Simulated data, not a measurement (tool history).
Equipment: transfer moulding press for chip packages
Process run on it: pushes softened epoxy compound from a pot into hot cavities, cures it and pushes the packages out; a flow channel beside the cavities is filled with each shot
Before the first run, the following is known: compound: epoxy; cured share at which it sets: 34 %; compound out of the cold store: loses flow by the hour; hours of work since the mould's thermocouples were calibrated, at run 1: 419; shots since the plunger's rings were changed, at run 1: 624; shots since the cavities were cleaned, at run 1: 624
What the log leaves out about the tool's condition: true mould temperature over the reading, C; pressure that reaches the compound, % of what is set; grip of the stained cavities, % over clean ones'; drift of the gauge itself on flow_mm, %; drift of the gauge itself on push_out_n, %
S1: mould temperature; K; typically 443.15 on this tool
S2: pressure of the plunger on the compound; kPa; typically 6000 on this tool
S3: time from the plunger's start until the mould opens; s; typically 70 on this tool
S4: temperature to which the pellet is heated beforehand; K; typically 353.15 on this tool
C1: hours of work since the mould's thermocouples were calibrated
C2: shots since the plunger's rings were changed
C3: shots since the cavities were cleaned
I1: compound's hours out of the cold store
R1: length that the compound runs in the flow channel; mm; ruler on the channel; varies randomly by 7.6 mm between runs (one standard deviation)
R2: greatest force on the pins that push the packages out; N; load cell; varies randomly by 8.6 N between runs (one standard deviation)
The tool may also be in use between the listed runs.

run 1 hour=0.0 | S1=443.15 S2=6000 S3=70 S4=353.15 | C1=419 C2=624 C3=624 | I1=11.7 | R1=975 R2=724
-- hour=7.7 cavities cleaned with cleaning compound and waxed
run 2 hour=17.9 | S1=443.15 S2=6210 S3=70 S4=353.15 | C1=430 C2=859 C3=146 | I1=28.4 | R1=893 R2=477
run 3 hour=45.6 | S1=443.15 S2=6000 S3=70 S4=353.15 | C1=448 C2=1256 C3=543 | I1=23.0 | R1=918 R2=657
-- hour=59.1 cavities cleaned with cleaning compound and waxed
run 4 hour=59.1 | S1=443.15 S2=6000 S3=70 S4=353.15 | C1=456 C2=1428 C3=0 | I1=16.0 | R1=947 R2=382
run 5 hour=86.6 | S1=443.15 S2=6000 S3=70 S4=353.15 | C1=474 C2=1823 C3=395 | I1=22.8 | R1=893 R2=609
run 6 hour=107.0 | S1=443.15 S2=6000 S3=70 S4=353.15 | C1=487 C2=2115 C3=687 | I1=16.9 | R1=921 R2=710
-- hour=112.6 cavities cleaned with cleaning compound and waxed
run 7 hour=134.3 | S1=443.15 S2=6000 S3=70 S4=353.15 | C1=504 C2=2485 C3=312 | I1=15.3 | R1=931 R2=594
run 8 hour=160.2 | S1=443.15 S2=6000 S3=70 S4=353.15 | C1=521 C2=2857 C3=684 | I1=26.8 | R1=883 R2=651
-- hour=164.9 cavities cleaned with cleaning compound and waxed
run 9 hour=185.5 | S1=443.15 S2=6000 S3=70 S4=353.15 | C1=537 C2=3197 C3=295 | I1=37.9 | R1=825 R2=552
run 10 hour=200.6 | S1=443.15 S2=6000 S3=70 S4=353.15 | C1=546 C2=3414 C3=512 | I1=25.6 | R1=868 R2=622
-- hour=216.2 cavities cleaned with cleaning compound and waxed
run 11 hour=216.8 | S1=436.15 S2=6000 S3=70 S4=353.15 | C1=556 C2=3625 C3=9 | I1=12.6 | R1=952 R2=659
run 12 hour=237.9 | S1=436.15 S2=6000 S3=70 S4=353.15 | C1=570 C2=3927 C3=311 | I1=17.9 | R1=914 R2=924
-- hour=268.2 cavities cleaned with cleaning compound and waxed
run 13 hour=268.2 | S1=436.15 S2=6000 S3=70 S4=353.15 | C1=589 C2=4341 C3=0 | I1=46.6 | R1=804 R2=538
run 14 hour=284.8 | S1=436.15 S2=6000 S3=70 S4=353.15 | C1=600 C2=4578 C3=237 | I1=30.6 | R1=863 R2=815
run 15 hour=305.1 | S1=441.15 S2=5920 S3=78 S4=361.15 | C1=613 C2=4869 C3=528 | I1=36.5 | R1=809 R2=591
-- hour=321.4 cavities cleaned with cleaning compound and waxed
run 16 hour=326.6 | S1=441.15 S2=5920 S3=78 S4=361.15 | C1=626 C2=5156 C3=74 | I1=45.2 | R1=772 R2=386
run 17 hour=354.8 | S1=450.15 S2=6000 S3=75 S4=353.15 | C1=644 C2=5561 C3=479 | I1=18.4 | R1=844 R2=494
-- hour=373.3 cavities cleaned with cleaning compound and waxed
-- hour=378.5 plunger's sealing rings changed
run 18 hour=381.9 | S1=450.15 S2=5450 S3=93 S4=357.15 | C1=659 C2=49 C3=88 | I1=37.8 | R1=794 R2=356
run 19 hour=409.1 | S1=443.15 S2=7110 S3=53 S4=353.15 | C1=677 C2=439 C3=478 | I1=30.1 | R1=980 R2=1140
run 20 hour=422.4 | S1=447.15 S2=4550 S3=70 S4=353.15 | C1=686 C2=630 C3=669 | I1=27.7 | R1=773 R2=589
-- hour=427.0 mould's thermocouples calibrated
-- hour=429.8 cavities cleaned with cleaning compound and waxed
run 21 hour=449.8 | S1=436.15 S2=6000 S3=70 S4=347.15 | C1=14 C2=973 C3=288 | I1=23.9 | R1=953 R2=1004
run 22 hour=466.2 | S1=447.15 S2=6940 S3=64 S4=358.15 | C1=25 C2=1207 C3=522 | I1=43.7 | R1=886 R2=631
-- hour=481.3 cavities cleaned with cleaning compound and waxed
run 23 hour=493.9 | S1=447.15 S2=6940 S3=64 S4=358.15 | C1=42 C2=1583 C3=181 | I1=32.8 | R1=920 R2=475
run 24 hour=513.0 | S1=447.15 S2=6940 S3=64 S4=358.15 | C1=54 C2=1857 C3=455 | I1=34.5 | R1=895 R2=593
run 25 hour=525.2 | S1=447.15 S2=6940 S3=58 S4=361.15 | C1=62 C2=2032 C3=630 | I1=13.7 | R1=998 R2=823
-- hour=532.8 cavities cleaned with cleaning compound and waxed
run 26 hour=541.4 | S1=445.15 S2=5080 S3=104 S4=347.15 | C1=72 C2=2242 C3=122 | I1=19.8 | R1=849 R2=359
run 27 hour=570.6 | S1=445.15 S2=5080 S3=104 S4=347.15 | C1=91 C2=2662 C3=542 | I1=27.8 | R1=797 R2=503
-- hour=585.8 cavities cleaned with cleaning compound and waxed
run 28 hour=596.3 | S1=446.15 S2=6430 S3=93 S4=353.15 | C1=107 C2=3009 C3=151 | I1=42.7 | R1=829 R2=380

What if the next run were any one of these 4? Each begins from the tool's condition after run 28:
run A hour=625.5 | S1=440.15 S2=6430 S3=93 S4=347.15 | C1=126 C2=3427 C3=569 | I1=23.2 | R1=? R2=?
run B hour=625.5 | S1=443.15 S2=6000 S3=70 S4=351.15 | C1=126 C2=3427 C3=569 | I1=15.2 | R1=? R2=?
run C hour=625.5 | S1=443.15 S2=6000 S3=55 S4=354.15 | C1=126 C2=3427 C3=569 | I1=33.4 | R1=? R2=?
run D hour=625.5 | S1=444.15 S2=6600 S3=70 S4=353.15 | C1=126 C2=3427 C3=569 | I1=47.0 | R1=? R2=?

run=A R1=924 R2=558
run=B R1=923 R2=683
run=C R1=844 R2=1175
run=D R1=811 R2=648
With no hidden state in the tool, these same runs would have given:
run=A R1=975 R2=313
run=B R1=974 R2=390
run=C R1=890 R2=675
run=D R1=855 R2=369

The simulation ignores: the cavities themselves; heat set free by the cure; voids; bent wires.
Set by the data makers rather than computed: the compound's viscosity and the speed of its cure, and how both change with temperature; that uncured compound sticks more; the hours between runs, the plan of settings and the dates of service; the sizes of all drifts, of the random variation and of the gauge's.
